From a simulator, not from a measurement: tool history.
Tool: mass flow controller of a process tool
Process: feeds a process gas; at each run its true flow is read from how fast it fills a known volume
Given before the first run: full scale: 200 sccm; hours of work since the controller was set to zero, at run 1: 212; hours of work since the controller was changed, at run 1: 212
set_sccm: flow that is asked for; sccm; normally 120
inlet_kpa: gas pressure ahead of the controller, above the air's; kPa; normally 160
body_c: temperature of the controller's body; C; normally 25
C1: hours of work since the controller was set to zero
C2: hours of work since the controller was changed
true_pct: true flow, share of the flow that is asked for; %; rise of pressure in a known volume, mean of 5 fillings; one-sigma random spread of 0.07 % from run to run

run 1 hour=0 | set_sccm=120 inlet_kpa=160 body_c=25 | C1=212 C2=212 | true_pct=99.16
run 2 hour=191.3 | set_sccm=120 inlet_kpa=160 body_c=25 | C1=326 C2=326 | true_pct=99.01
run 3 hour=353.7 | set_sccm=120 inlet_kpa=160 body_c=25 | C1=422 C2=422 | true_pct=99.24
run 4 hour=544.5 | set_sccm=120 inlet_kpa=160 body_c=25 | C1=536 C2=536 | true_pct=99.2
run 5 hour=623.6 | set_sccm=120 inlet_kpa=160 body_c=40 | C1=583 C2=583 | true_pct=99.78
run 6 hour=818.7 | set_sccm=120 inlet_kpa=160 body_c=25 | C1=699 C2=699 | true_pct=99.17
run 7 hour=995.4 | set_sccm=120 inlet_kpa=160 body_c=25 | C1=803 C2=803 | true_pct=99.17
run 8 hour=1116 | set_sccm=120 inlet_kpa=160 body_c=25 | C1=875 C2=875 | true_pct=99.17
run 9 hour=1199.9 | set_sccm=120 inlet_kpa=160 body_c=25 | C1=925 C2=925 | true_pct=99.21
run 10 hour=1371.2 | set_sccm=120 inlet_kpa=160 body_c=25 | C1=1027 C2=1027 | true_pct=99.04
run 11 hour=1554.3 | set_sccm=120 inlet_kpa=160 body_c=25 | C1=1135 C2=1135 | true_pct=99.16
run 12 hour=1749.1 | set_sccm=120 inlet_kpa=160 body_c=25 | C1=1251 C2=1251 | true_pct=99.25
run 13 hour=1899.9 | set_sccm=120 inlet_kpa=160 body_c=25 | C1=1341 C2=1341 | true_pct=99.18
run 14 hour=1987.2 | set_sccm=120 inlet_kpa=160 body_c=25 | C1=1393 C2=1393 | true_pct=99.15
run 15 hour=2173.5 | set_sccm=120 inlet_kpa=160 body_c=25 | C1=1503 C2=1503 | true_pct=99.19
run 16 hour=2265.6 | set_sccm=120 inlet_kpa=160 body_c=25 | C1=1558 C2=1558 | true_pct=99.15
run 17 hour=2431.1 | set_sccm=120 inlet_kpa=160 body_c=25 | C1=1656 C2=1656 | true_pct=99.09
run 18 hour=2587.9 | set_sccm=120 inlet_kpa=160 body_c=25 | C1=1749 C2=1749 | true_pct=99.22
run 19 hour=2725.7 | set_sccm=120 inlet_kpa=160 body_c=25 | C1=1831 C2=1831 | true_pct=99.08
run 20 hour=2823.1 | set_sccm=120 inlet_kpa=160 body_c=25 | C1=1889 C2=1889 | true_pct=99.08
run 21 hour=2980.1 | set_sccm=120 inlet_kpa=160 body_c=25 | C1=1982 C2=1982 | true_pct=99.1
run 22 hour=3066.3 | set_sccm=120 inlet_kpa=160 body_c=25 | C1=2033 C2=2033 | true_pct=99.12
run 23 hour=3216.8 | set_sccm=120 inlet_kpa=160 body_c=30 | C1=2123 C2=2123 | true_pct=99.37
run 24 hour=3359 | set_sccm=120 inlet_kpa=160 body_c=30 | C1=2207 C2=2207 | true_pct=99.37
run 25 hour=3484.9 | set_sccm=95 inlet_kpa=190 body_c=32 | C1=2282 C2=2282 | true_pct=98.98
run 26 hour=3655.4 | set_sccm=95 inlet_kpa=184 body_c=31 | C1=2383 C2=2383 | true_pct=98.75
run 27 hour=3784.7 | set_sccm=22 inlet_kpa=160 body_c=25 | C1=2460 C2=2460 | true_pct=97.7
run 28 hour=3923 | set_sccm=76 inlet_kpa=143 body_c=25 | C1=2542 C2=2542 | true_pct=98.72
run 29 hour=4049.2 | set_sccm=76 inlet_kpa=143 body_c=25 | C1=2617 C2=2617 | true_pct=98.58
run 30 hour=4133.1 | set_sccm=23 inlet_kpa=199 body_c=23 | C1=2667 C2=2667 | true_pct=97.5
run 31 hour=4258.8 | set_sccm=64 inlet_kpa=279 body_c=25 | C1=2742 C2=2742 | true_pct=97.59
run 32 hour=4398.6 | set_sccm=120 inlet_kpa=157 body_c=32 | C1=2825 C2=2825 | true_pct=99.49
run 33 hour=4536.1 | set_sccm=120 inlet_kpa=157 body_c=32 | C1=2906 C2=2906 | true_pct=99.43
run 34 hour=4655.4 | set_sccm=120 inlet_kpa=178 body_c=32 | C1=2977 C2=2977 | true_pct=99.43
run 35 hour=4793 | set_sccm=29 inlet_kpa=252 body_c=32 | C1=3059 C2=3059 | true_pct=97.6
run 36 hour=4901.5 | set_sccm=120 inlet_kpa=160 body_c=34 | C1=3123 C2=3123 | true_pct=99.39
run 37 hour=5096.3 | set_sccm=31 inlet_kpa=160 body_c=25 | C1=3239 C2=3239 | true_pct=98.06
run 38 hour=5259.6 | set_sccm=80 inlet_kpa=214 body_c=25 | C1=3336 C2=3336 | true_pct=98.26
run 39 hour=5411 | set_sccm=133 inlet_kpa=160 body_c=38 | C1=3426 C2=3426 | true_pct=99.83
run 40 hour=5572.1 | set_sccm=133 inlet_kpa=200 body_c=32 | C1=3522 C2=3522 | true_pct=99.41
run 41 hour=5767.8 | set_sccm=133 inlet_kpa=242 body_c=23 | C1=3638 C2=3638 | true_pct=98.79

Each row is a separate what-if for the run after 41, all from the same tool condition, not one after another. Results?
run A hour=5955.6 | set_sccm=85 inlet_kpa=172 body_c=23 | C1=3749 C2=3749 | true_pct=?
run B hour=5955.6 | set_sccm=81 inlet_kpa=259 body_c=40 | C1=3749 C2=3749 | true_pct=?
run C hour=5955.6 | set_sccm=120 inlet_kpa=160 body_c=38 | C1=3749 C2=3749 | true_pct=?

run=A true_pct=98.45
run=B true_pct=98.69
run=C true_pct=99.74
With the hidden condition removed and each run's random variation left untouched, the same runs would have given:
run=A true_pct=98.46
run=B true_pct=98.7
run=C true_pct=99.74

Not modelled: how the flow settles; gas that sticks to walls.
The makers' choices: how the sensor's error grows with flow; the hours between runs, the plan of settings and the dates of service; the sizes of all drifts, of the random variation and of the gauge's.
